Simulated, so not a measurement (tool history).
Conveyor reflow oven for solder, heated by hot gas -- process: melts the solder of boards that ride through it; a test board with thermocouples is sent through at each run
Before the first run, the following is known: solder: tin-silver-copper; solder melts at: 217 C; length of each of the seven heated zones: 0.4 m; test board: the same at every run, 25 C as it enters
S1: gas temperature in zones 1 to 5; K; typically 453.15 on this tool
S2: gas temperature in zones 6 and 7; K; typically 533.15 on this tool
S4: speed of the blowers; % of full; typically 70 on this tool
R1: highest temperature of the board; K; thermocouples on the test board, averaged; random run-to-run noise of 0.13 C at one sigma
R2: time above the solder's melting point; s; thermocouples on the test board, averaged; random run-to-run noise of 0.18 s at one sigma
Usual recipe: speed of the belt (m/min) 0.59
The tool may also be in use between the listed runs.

Run 1, hour 0: usual settings. Result: R1 520.25 K, R2 59.6 s.
Run 2, hour 12.8: usual settings. Result: R1 520.45 K, R2 59.7 s.
Run 3, hour 40.6: usual settings. Result: R1 519.75 K, R2 59.7 s.
Run 4, hour 52.4: usual settings but S1 461.15 K. Result: R1 521.05 K, R2 64.5 s.
Run 5, hour 70.7: usual settings but S4 85 % of full. Result: R1 522.65 K, R2 62.6 s.
Run 6, hour 87.2: usual settings but S4 85 % of full. Result: R1 522.55 K, R2 62.7 s.
Run 7, hour 103.3: usual settings but speed of the belt (m/min) 0.522. Result: R1 522.75 K, R2 71.1 s.
Run 8, hour 124.8: usual settings. Result: R1 519.85 K, R2 58.6 s.
Run 9, hour 145.1: usual settings. Result: R1 519.55 K, R2 58.5 s.
Run 10, hour 168.6: usual settings. Result: R1 519.35 K, R2 58.5 s.
Run 11, hour 195.7: usual settings. Result: R1 519.45 K, R2 58.3 s.
Run 12, hour 209.9: usual settings but S2 525.15 K. Result: R1 512.45 K, R2 51.6 s.
Run 13, hour 237.9: usual settings but S2 525.15 K. Result: R1 512.25 K, R2 51.4 s.
Run 14, hour 265.4: usual settings. Result: R1 519.05 K, R2 57.9 s.
At hour 272.6: flux residue cleaned out of gas plates and filters.
Run 15, hour 297.1: usual settings. Result: R1 517.35 K, R2 56 s.
Run 16, hour 320.7: usual settings but speed of the belt (m/min) 0.506. Result: R1 521.85 K, R2 72.1 s.
Run 17, hour 338.1: usual settings but S1 438.15 K, speed of the belt (m/min) 0.544, S4 69 % of full. Result: R1 516.75 K, R2 54.6 s.
Run 18, hour 354.9: usual settings but S1 438.15 K, speed of the belt (m/min) 0.544, S4 69 % of full. Result: R1 516.65 K, R2 54.5 s.
At hour 370.2: flux residue cleaned out of gas plates and filters, once more.
Run 19, hour 381: usual settings. Result: R1 520.85 K, R2 60.3 s.
Run 20, hour 408.7: usual settings but S1 451.15 K, S2 538.15 K, speed of the belt (m/min) 0.48, S4 65 % of full. Result: R1 529.05 K, R2 82.8 s.
Run 21, hour 424.2: usual settings but S2 526.15 K, speed of the belt (m/min) 0.645. Result: R1 512.15 K, R2 46.3 s.
Run 22, hour 452.3: usual settings but S1 467.15 K, S2 525.15 K, speed of the belt (m/min) 0.493, S4 63 % of full. Result: R1 518.75 K, R2 80.8 s.
Run 23, hour 465.6: usual settings but S1 467.15 K, S2 525.15 K, speed of the belt (m/min) 0.493, S4 63 % of full. Result: R1 518.45 K, R2 80.6 s.
Run 24, hour 479.8: usual settings but S1 467.15 K, S2 525.15 K, speed of the belt (m/min) 0.493, S4 56 % of full. Result: R1 517.45 K, R2 78.9 s.
Run 25, hour 498.5: usual settings but S1 467.15 K, S2 525.15 K, speed of the belt (m/min) 0.493, S4 56 % of full. Result: R1 517.35 K, R2 78.5 s.
Run 26, hour 511.5: usual settings but S1 467.15 K, S2 525.15 K, speed of the belt (m/min) 0.493, S4 56 % of full. Result: R1 517.35 K, R2 78.3 s.
At hour 522.8: thermocouples of zones 6 and 7 changed.
Run 27, hour 527.1: usual settings but S1 467.15 K, S2 536.15 K, speed of the belt (m/min) 0.493, S4 79 % of full. Result: R1 528.75 K, R2 88.9 s.
Run 28, hour 553.8: usual settings but S2 545.15 K, speed of the belt (m/min) 0.69, S4 64 % of full. Result: R1 521.65 K, R2 50.1 s.
Run 29, hour 575.2: usual settings but S1 445.15 K, S2 535.15 K, speed of the belt (m/min) 0.69, S4 73 % of full. Result: R1 514.15 K, R2 41.2 s.
Run 30, hour 601.1: usual settings but S1 445.15 K, S2 535.15 K, speed of the belt (m/min) 0.69, S4 73 % of full. Result: R1 514.05 K, R2 41 s.
Run 31, hour 614.2: usual settings but S1 462.15 K, S2 538.15 K, speed of the belt (m/min) 0.564, S4 53 % of full. Result: R1 521.55 K, R2 67.3 s.

The same runs without the tool's hidden state, with the same run-to-run variation:
Unlogged tool condition in this case: heat that the gas passes to the board, % of a clean oven's; belt's true speed, % of the reading; true gas temperature in zones 6 and 7 over the reading, C; drift of the gauge itself on peak_c, C; drift of the gauge itself on liquid_s, %.
run      R1    R2
  1  519.35  58.6
  2  519.55  58.8
  3  519.05  58.9
  4  520.35  63.7
  5  522.15  62.1
  6  522.05  62.2
  7  522.15  70.4
  8  519.45  58.3
  9  519.25  58.2
 10  519.15  58.4
 11  519.45  58.4
 12  512.35  51.8
 13  512.35  51.9
 14  519.35  58.4
 15  519.15  58.4
 16  523.05  73.8
 17  518.85  57.7
 18  518.75  57.8
 19  519.25  58.4
 20  527.55  80.7
 21  510.85  44.5
 22  517.35  78.7
 23  517.05  78.5
 24  516.15  76.9
 25  516.05  76.5
 26  516.05  76.3
 27  529.15  88.2
 28  522.55  50.5
 29  515.35  42.2
 30  515.45  42.1
 31  522.25  67.4
